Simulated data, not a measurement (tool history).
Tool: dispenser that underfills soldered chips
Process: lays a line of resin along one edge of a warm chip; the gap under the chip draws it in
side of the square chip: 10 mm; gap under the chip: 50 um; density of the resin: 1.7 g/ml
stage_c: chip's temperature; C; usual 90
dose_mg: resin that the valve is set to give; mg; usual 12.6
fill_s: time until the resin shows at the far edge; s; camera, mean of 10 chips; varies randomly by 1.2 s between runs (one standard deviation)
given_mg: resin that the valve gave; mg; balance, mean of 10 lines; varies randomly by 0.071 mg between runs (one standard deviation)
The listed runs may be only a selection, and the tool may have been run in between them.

Run 1, hour 0.0: usual settings. Result: fill_s 201.9 s, given_mg 11.99 mg.
At hour 1.3: new syringe of resin.
Run 2, hour 5.1: usual settings but stage_c 87 C. Result: fill_s 179.0 s, given_mg 12.04 mg.
At hour 9.9: new syringe of resin.
Run 3, hour 11.4: usual settings but stage_c 87 C. Result: fill_s 153.7 s, given_mg 11.91 mg.
At hour 18.2: new syringe of resin.
Run 4, hour 21.4: usual settings but dose_mg 14.1 mg. Result: fill_s 144.7 s, given_mg 13.32 mg.
At hour 26.4: new syringe of resin.
Run 5, hour 29.3: usual settings but dose_mg 14.1 mg. Result: fill_s 145.2 s, given_mg 13.15 mg.
At hour 34.8: new syringe of resin.
Run 6, hour 35.2: usual settings. Result: fill_s 122.6 s, given_mg 11.91 mg.
At hour 43.1: new syringe of resin.
Run 7, hour 43.6: usual settings. Result: fill_s 126.9 s, given_mg 11.83 mg.
Run 8, hour 49.1: usual settings. Result: fill_s 185.1 s, given_mg 11.70 mg.
At hour 51.6: new syringe of resin.
Run 9, hour 55.2: usual settings. Result: fill_s 154.9 s, given_mg 11.79 mg.
At hour 60.0: new syringe of resin.
Run 10, hour 61.7: usual settings but dose_mg 12.0 mg. Result: fill_s 141.0 s, given_mg 11.09 mg.
At hour 68.6: new syringe of resin.
Run 11, hour 71.5: usual settings but dose_mg 12.0 mg. Result: fill_s 150.3 s, given_mg 11.01 mg.
At hour 74.0: dispensing valve cleaned and set on the balance.
At hour 77.8: new syringe of resin.
Run 12, hour 83.8: usual settings but dose_mg 12.3 mg. Result: fill_s 185.3 s, given_mg 12.17 mg.
At hour 86.2: new syringe of resin.
Run 13, hour 91.9: usual settings. Result: fill_s 175.8 s, given_mg 12.46 mg.
At hour 95.0: new syringe of resin.
Run 14, hour 98.3: usual settings but stage_c 78 C. Result: fill_s 271.8 s, given_mg 12.42 mg.
At hour 103.2: new syringe of resin.
Run 15, hour 109.2: usual settings but stage_c 78 C. Result: fill_s 319.6 s, given_mg 12.42 mg.
At hour 111.5: new syringe of resin.
Run 16, hour 118.2: usual settings but dose_mg 13.0 mg. Result: fill_s 188.0 s, given_mg 12.77 mg.
At hour 120.0: new syringe of resin.
Run 17, hour 127.6: usual settings but dose_mg 13.0 mg. Result: fill_s 208.0 s, given_mg 12.78 mg.
At hour 128.7: new syringe of resin.
Run 18, hour 132.3: usual settings but dose_mg 13.0 mg. Result: fill_s 154.7 s, given_mg 12.70 mg.
At hour 137.3: new syringe of resin.
Run 19, hour 138.2: usual settings but dose_mg 13.0 mg. Result: fill_s 127.4 s, given_mg 12.67 mg.
Run 20, hour 143.9: usual settings but stage_c 101 C, dose_mg 14.2 mg. Result: fill_s 113.5 s, given_mg 13.63 mg.
At hour 146.0: new syringe of resin.
Run 21, hour 153.3: usual settings but stage_c 77 C, dose_mg 14.2 mg. Result: fill_s 378.5 s, given_mg 13.56 mg.
At hour 154.3: new syringe of resin.
At hour 163.2: new syringe of resin.
Run 22, hour 164.8: usual settings but stage_c 97 C, dose_mg 16.4 mg. Result: fill_s 99.0 s, given_mg 15.78 mg.
Run 23, hour 170.0: usual settings but stage_c 97 C, dose_mg 16.4 mg. Result: fill_s 143.6 s, given_mg 15.67 mg.
At hour 171.6: new syringe of resin.
Run 24, hour 177.0: usual settings but stage_c 96 C, dose_mg 14.0 mg. Result: fill_s 136.7 s, given_mg 13.30 mg.
At hour 179.9: new syringe of resin.
Run 25, hour 184.5: usual settings but stage_c 87 C, dose_mg 14.0 mg. Result: fill_s 192.3 s, given_mg 13.24 mg.
At hour 188.2: new syringe of resin.
Run 26, hour 190.8: usual settings but stage_c 79 C, dose_mg 15.9 mg. Result: fill_s 242.3 s, given_mg 15.15 mg.

Estimate the outcome of run 27 from the log above:
At hour 197.0: new syringe of resin.
Run 27, hour 200.8: usual settings but stage_c 99 C, dose_mg 15.3 mg. Result: fill_s ?, given_mg ?.

Run 27 yielded fill_s 101.9 s, given_mg 14.31 mg.
If the tool had no hidden condition, the same run with the same run-to-run variation would have returned fill_s 74.9 s, given_mg 15.21 mg.

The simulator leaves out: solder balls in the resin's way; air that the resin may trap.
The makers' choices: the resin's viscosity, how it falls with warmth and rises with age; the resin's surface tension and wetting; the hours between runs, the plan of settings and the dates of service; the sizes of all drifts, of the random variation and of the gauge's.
